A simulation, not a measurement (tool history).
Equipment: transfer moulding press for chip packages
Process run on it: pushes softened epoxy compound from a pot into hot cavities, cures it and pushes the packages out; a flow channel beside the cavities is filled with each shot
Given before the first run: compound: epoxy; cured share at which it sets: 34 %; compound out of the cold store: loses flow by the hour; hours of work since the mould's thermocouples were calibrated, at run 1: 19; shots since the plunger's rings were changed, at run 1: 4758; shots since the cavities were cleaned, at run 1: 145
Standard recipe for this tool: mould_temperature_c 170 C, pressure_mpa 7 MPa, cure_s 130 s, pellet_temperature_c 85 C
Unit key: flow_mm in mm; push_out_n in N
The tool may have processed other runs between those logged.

run	hour	mould_temperature_c	pressure_mpa	cure_s	pellet_temperature_c	hours of work since the mould's thermocouples were calibrated	shots since the plunger's rings were changed	shots since the cavities were cleaned	incoming compound's hours out of the cold store	flow_mm	push_out_n
1	0	170	7	130	85	19	4758	145	39	557	657
# hour 43.4: cavities cleaned with cleaning compound and waxed
2	53.6	170	7.31	130	85	53	5265	99	29.8	577	663
3	91.9	170	7.31	130	85	78	5637	471	25.6	583	766
# hour 101.5: cavities cleaned with cleaning compound and waxed
4	127.8	170	7	130	87	101	5971	255	30.9	558	679
# hour 162.6: cavities cleaned with cleaning compound and waxed
5	165.9	170	7.36	130	85	125	6327	32	41	552	609
6	190.9	170	7.36	130	85	141	6570	275	25.6	581	689
# hour 217: plunger's sealing rings changed
# hour 225.4: cavities cleaned with cleaning compound and waxed
7	229.4	170	7	130	85	164	107	39	26.6	593	640
8	273.9	170	7	130	85	193	539	471	39.1	565	741
# hour 283.1: cavities cleaned with cleaning compound and waxed
9	299	170	7	130	85	209	768	154	36.2	571	662
# hour 341.5: cavities cleaned with cleaning compound and waxed
10	350.9	170	7	130	77	242	1258	91	15.9	610	660
11	395.8	170	7	130	77	271	1694	527	36.9	566	774
# hour 402.5: cavities cleaned with cleaning compound and waxed
12	434.4	170	7	130	77	296	2055	310	27.9	585	716
# hour 460.7: cavities cleaned with cleaning compound and waxed
13	480.3	170	7	130	77	325	2487	191	18.1	595	692
# hour 522: cavities cleaned with cleaning compound and waxed
14	531.1	170	7	130	77	357	2966	88	36.4	558	630
15	555.1	164	7.21	155	85	373	3199	321	16.4	622	751
# hour 580: cavities cleaned with cleaning compound and waxed
16	580.8	164	6.19	155	85	389	3434	8	41.6	534	604
17	606.1	171	7	129	85	406	3680	254	44.2	544	639
18	631.5	169	5.44	130	85	422	3927	501	29.7	500	769
# hour 637.2: mould's thermocouples calibrated
# hour 641.4: cavities cleaned with cleaning compound and waxed
19	666.4	169	5.44	130	85	18	4232	243	8.2	536	756
# hour 698.8: cavities cleaned with cleaning compound and waxed
20	698.8	169	5.44	130	85	38	4532	0	27.7	508	614
21	731.9	169	5.44	130	85	60	4854	322	39.1	481	722
# hour 757.5: cavities cleaned with cleaning compound and waxed
22	757.5	169	5.44	156	85	76	5089	0	36.7	487	477
23	784.1	172	7	130	85	94	5346	257	8.1	589	598
# hour 815.3: cavities cleaned with cleaning compound and waxed
24	819.8	170	7.07	119	85	116	5679	44	20.6	577	690
# hour 846.2: mould's thermocouples calibrated, once more
25	851.9	170	7.07	119	85	4	5972	337	46.2	532	843
# hour 874.7: cavities cleaned with cleaning compound and waxed
26	902.5	172	8.65	110	78	36	6449	270	43.9	593	891

Selected run-to-run steps in flow_mm, each split into two signed amounts: the part the tool would show with no hidden state at all (from settings, incoming material and random variation), and the remainder, which goes to the hidden state together with any gauge scatter not common to the measured and the hidden-state-free results:
Unlogged tool condition in this case: true mould temperature over the reading, C; pressure that reaches the compound, % of what is set; grip of the stained cavities, % over clean ones'; drift of the gauge itself on flow_mm, %; drift of the gauge itself on push_out_n, %.
Run 6 -> 7: pressure_mpa 7.36 -> 7, plunger's sealing rings changed, cavities cleaned with cleaning compound and waxed. flow_mm +12 mm: hidden state +24, all else -12.
Run 15 -> 16: pressure_mpa 7.21 -> 6.19, cavities cleaned with cleaning compound and waxed. flow_mm -88 mm: hidden state +1, all else -89.
Run 22 -> 23: mould_temperature_c 169 -> 172, pressure_mpa 5.44 -> 7, cure_s 156 -> 130. flow_mm +102 mm: hidden state -6, all else +108.

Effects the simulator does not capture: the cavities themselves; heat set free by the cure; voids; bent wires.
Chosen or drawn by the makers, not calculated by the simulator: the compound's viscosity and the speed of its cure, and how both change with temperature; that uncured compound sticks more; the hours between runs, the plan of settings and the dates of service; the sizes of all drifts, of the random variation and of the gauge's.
